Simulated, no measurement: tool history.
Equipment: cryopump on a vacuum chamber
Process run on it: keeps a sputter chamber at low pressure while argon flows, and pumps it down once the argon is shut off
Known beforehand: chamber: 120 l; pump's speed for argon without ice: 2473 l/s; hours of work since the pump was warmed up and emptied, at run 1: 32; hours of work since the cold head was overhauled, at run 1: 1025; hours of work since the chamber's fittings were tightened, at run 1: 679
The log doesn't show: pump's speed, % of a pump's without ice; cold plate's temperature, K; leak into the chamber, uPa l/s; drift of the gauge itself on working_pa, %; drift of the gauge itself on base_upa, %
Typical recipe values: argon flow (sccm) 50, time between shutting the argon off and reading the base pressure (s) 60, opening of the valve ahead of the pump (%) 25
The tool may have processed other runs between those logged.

run	day	argon flow (sccm)	time between shutting the argon off and reading the base pressure (s)	opening of the valve ahead of the pump (%)	hours of work since the pump was warmed up and emptied	hours of work since the cold head was overhauled	hours of work since the chamber's fittings were tightened	pressure while argon flows (Pa)	pressure after the wait (uPa)
1	0	50	60	25	32	1025	679	0.1377	1.53
2	1.721	50	22	25	69	1062	716	0.1368	2.74
3	3.854	50	61	25	114	1107	761	0.1391	1.66
4	5.946	50	61	25	158	1151	805	0.1396	1.7
5	7.579	50	61	25	193	1186	840	0.1402	1.75
6	9.092	21	61	25	225	1218	872	0.0599	1.76
7	11.358	21	61	15	273	1266	920	0.0979	1.89
# day 12.938: pump warmed up, emptied and cooled again
8	13.725	21	61	15	17	1312	966	0.0961	1.83
9	15.662	21	33	15	58	1353	1007	0.0967	2.4
10	17.108	21	33	15	88	1384	1038	0.0965	2.49
11	18.854	21	33	15	125	1421	1075	0.0965	2.55
12	20.842	50	60	25	168	1463	1117	0.139	2.05
13	23.208	50	26	25	218	1513	1167	0.1412	3.04
14	25.133	59	157	19	259	1554	1208	0.218	1.8
15	26.371	35	278	57	285	1580	1234	0.046	1.75
# day 27.417: pump warmed up, emptied and cooled again
16	28.712	50	260	25	27	1626	1279	0.1373	1.64

Run 17 is up next; what results do you expect?
17	30.942	50	260	25	75	1673	1327	?	?

{"run 17": {"pressure while argon flows (Pa)": 0.138, "pressure after the wait (uPa)": 1.82}}
The same run, on a tool lacking any hidden state, would have yielded pressure while argon flows (Pa) 0.1361, pressure after the wait (uPa) 0.33.
